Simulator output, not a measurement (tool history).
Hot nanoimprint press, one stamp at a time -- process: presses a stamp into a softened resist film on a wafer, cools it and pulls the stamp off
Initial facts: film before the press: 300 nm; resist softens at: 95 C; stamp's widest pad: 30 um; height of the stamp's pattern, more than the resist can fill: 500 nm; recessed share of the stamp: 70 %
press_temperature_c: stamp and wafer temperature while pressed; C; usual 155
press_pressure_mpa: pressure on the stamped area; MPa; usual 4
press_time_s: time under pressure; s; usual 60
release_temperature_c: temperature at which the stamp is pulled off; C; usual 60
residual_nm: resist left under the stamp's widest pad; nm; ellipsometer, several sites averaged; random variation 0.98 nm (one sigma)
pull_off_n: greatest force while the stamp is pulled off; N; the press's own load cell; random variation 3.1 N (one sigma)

{"run": 1, "hour": 0.0, "press_temperature_c": 155, "press_pressure_mpa": 4, "press_time_s": 60, "release_temperature_c": 60, "residual_nm": 146.3, "pull_off_n": 187}
{"run": 2, "hour": 31.0, "press_temperature_c": 145, "press_pressure_mpa": 4, "press_time_s": 60, "release_temperature_c": 60, "residual_nm": 238, "pull_off_n": 187}
{"run": 3, "hour": 62.4, "press_temperature_c": 145, "press_pressure_mpa": 4, "press_time_s": 60, "release_temperature_c": 60, "residual_nm": 241.2, "pull_off_n": 197}
{"hour": 133.5, "done": "stamp cleaned and given a new release coat"}
{"run": 4, "hour": 136.0, "press_temperature_c": 155, "press_pressure_mpa": 4, "press_time_s": 60, "release_temperature_c": 60, "residual_nm": 150.5, "pull_off_n": 148}
{"run": 5, "hour": 195.7, "press_temperature_c": 155, "press_pressure_mpa": 4, "press_time_s": 60, "release_temperature_c": 60, "residual_nm": 150.4, "pull_off_n": 158}
{"run": 6, "hour": 226.5, "press_temperature_c": 155, "press_pressure_mpa": 4, "press_time_s": 60, "release_temperature_c": 60, "residual_nm": 149.9, "pull_off_n": 173}
{"run": 7, "hour": 263.6, "press_temperature_c": 155, "press_pressure_mpa": 4, "press_time_s": 63, "release_temperature_c": 60, "residual_nm": 147.8, "pull_off_n": 176}
{"hour": 299.8, "done": "plate thermocouple calibrated"}
{"run": 8, "hour": 316.1, "press_temperature_c": 153, "press_pressure_mpa": 5.36, "press_time_s": 60, "release_temperature_c": 52, "residual_nm": 142.6, "pull_off_n": 208}
{"run": 9, "hour": 361.5, "press_temperature_c": 154, "press_pressure_mpa": 4, "press_time_s": 61, "release_temperature_c": 56, "residual_nm": 152.3, "pull_off_n": 206}
{"run": 10, "hour": 435.6, "press_temperature_c": 154, "press_pressure_mpa": 4.77, "press_time_s": 61, "release_temperature_c": 56, "residual_nm": 142.3, "pull_off_n": 225}

Forecast each of these 5 alternatives for the next run:
{"hour": 454.3, "done": "stamp cleaned and given a new release coat"}
{"run": "A", "hour": 476.9, "press_temperature_c": 155, "press_pressure_mpa": 4.56, "press_time_s": 60, "release_temperature_c": 60, "residual_nm": "?", "pull_off_n": "?"}
{"hour": 454.3, "done": "stamp cleaned and given a new release coat"}
{"run": "B", "hour": 476.9, "press_temperature_c": 155, "press_pressure_mpa": 4, "press_time_s": 60, "release_temperature_c": 55, "residual_nm": "?", "pull_off_n": "?"}
{"hour": 454.3, "done": "stamp cleaned and given a new release coat"}
{"run": "C", "hour": 476.9, "press_temperature_c": 154, "press_pressure_mpa": 4.78, "press_time_s": 63, "release_temperature_c": 56, "residual_nm": "?", "pull_off_n": "?"}
{"hour": 454.3, "done": "stamp cleaned and given a new release coat"}
{"run": "D", "hour": 476.9, "press_temperature_c": 165, "press_pressure_mpa": 5.48, "press_time_s": 61, "release_temperature_c": 56, "residual_nm": "?", "pull_off_n": "?"}
{"hour": 454.3, "done": "stamp cleaned and given a new release coat"}
{"run": "E", "hour": 476.9, "press_temperature_c": 155, "press_pressure_mpa": 4, "press_time_s": 117, "release_temperature_c": 67, "residual_nm": "?", "pull_off_n": "?"}

run=A residual_nm=136.2 pull_off_n=155
run=B residual_nm=146.7 pull_off_n=180
run=C residual_nm=142.7 pull_off_n=163
run=D residual_nm=65.8 pull_off_n=172
run=E residual_nm=113.3 pull_off_n=132
What these runs would have given with no unlogged condition in the tool:
run=A residual_nm=130.3 pull_off_n=150
run=B residual_nm=140.9 pull_off_n=174
run=C residual_nm=136.5 pull_off_n=158
run=D residual_nm=62.4 pull_off_n=166
run=E residual_nm=108.4 pull_off_n=128

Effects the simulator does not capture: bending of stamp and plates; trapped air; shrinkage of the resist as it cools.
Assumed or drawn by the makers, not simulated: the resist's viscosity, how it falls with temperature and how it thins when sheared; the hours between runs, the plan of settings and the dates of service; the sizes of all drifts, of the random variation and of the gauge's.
